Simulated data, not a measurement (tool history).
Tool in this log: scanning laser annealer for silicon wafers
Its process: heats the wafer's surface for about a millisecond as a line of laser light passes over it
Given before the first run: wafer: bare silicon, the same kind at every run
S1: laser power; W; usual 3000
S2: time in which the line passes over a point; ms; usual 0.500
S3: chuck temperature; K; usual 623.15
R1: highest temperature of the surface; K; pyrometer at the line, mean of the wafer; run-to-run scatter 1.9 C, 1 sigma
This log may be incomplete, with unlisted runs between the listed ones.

| run | hour | S1 | S2 | S3 | R1 |
|---|---|---|---|---|---|
| 1 | 0.0 | 3000 | 0.500 | 623.15 | 1386.15 |
| 2 | 22.4 | 3000 | 0.500 | 632.15 | 1393.15 |
| 3 | 38.5 | 3000 | 0.500 | 632.15 | 1397.15 |
| 4 | 56.1 | 3000 | 0.500 | 632.15 | 1397.15 |
| 5 | 75.7 | 3000 | 0.592 | 623.15 | 1462.15 |
| 6 | 91.4 | 2842 | 0.500 | 623.15 | 1331.15 |
| 7 | 104.4 | 2842 | 0.500 | 623.15 | 1335.15 |
| 8 | 125.5 | 2842 | 0.500 | 623.15 | 1333.15 |
| 9 | 149.2 | 3000 | 0.500 | 623.15 | 1387.15 |
| 10 | 169.2 | 2599 | 0.500 | 623.15 | 1256.15 |
| 11 | 185.4 | 2599 | 0.500 | 623.15 | 1249.15 |
| 12 | 197.4 | 3266 | 0.463 | 596.15 | 1405.15 |
| 13 | 219.6 | 3249 | 0.522 | 623.15 | 1490.15 |
| 14 | 245.5 | 3020 | 0.500 | 592.15 | 1355.15 |
|  | 258.8 | window over the wafer cleaned |
| 15 | 269.7 | 3034 | 0.548 | 621.15 | 1464.15 |
| 16 | 283.2 | 3034 | 0.548 | 621.15 | 1464.15 |
| 17 | 303.1 | 3000 | 0.513 | 623.15 | 1424.15 |
| 18 | 330.2 | 3000 | 0.500 | 630.15 | 1415.15 |
| 19 | 351.9 | 3000 | 0.500 | 630.15 | 1415.15 |
| 20 | 375.6 | 3000 | 0.500 | 630.15 | 1413.15 |
| 21 | 388.3 | 2668 | 0.369 | 630.15 | 1196.15 |
| 22 | 406.8 | 2578 | 0.500 | 623.15 | 1269.15 |

Forecast each of these 4 alternatives for the next run:
| A | 423.5 | 2818 | 0.482 | 636.15 | ? |
| B | 423.5 | 3251 | 0.500 | 623.15 | ? |
| C | 423.5 | 2789 | 0.373 | 630.15 | ? |
| D | 423.5 | 2885 | 0.493 | 620.15 | ? |

| run | R1 |
|---|---|
| A | 1344.15 |
| B | 1492.15 |
| C | 1233.15 |
| D | 1360.15 |
Take away the tool's hidden state, keep each run's random variation, and the runs would have read:
| run | R1 |
|---|---|
| A | 1345.15 |
| B | 1493.15 |
| C | 1234.15 |
| D | 1361.15 |
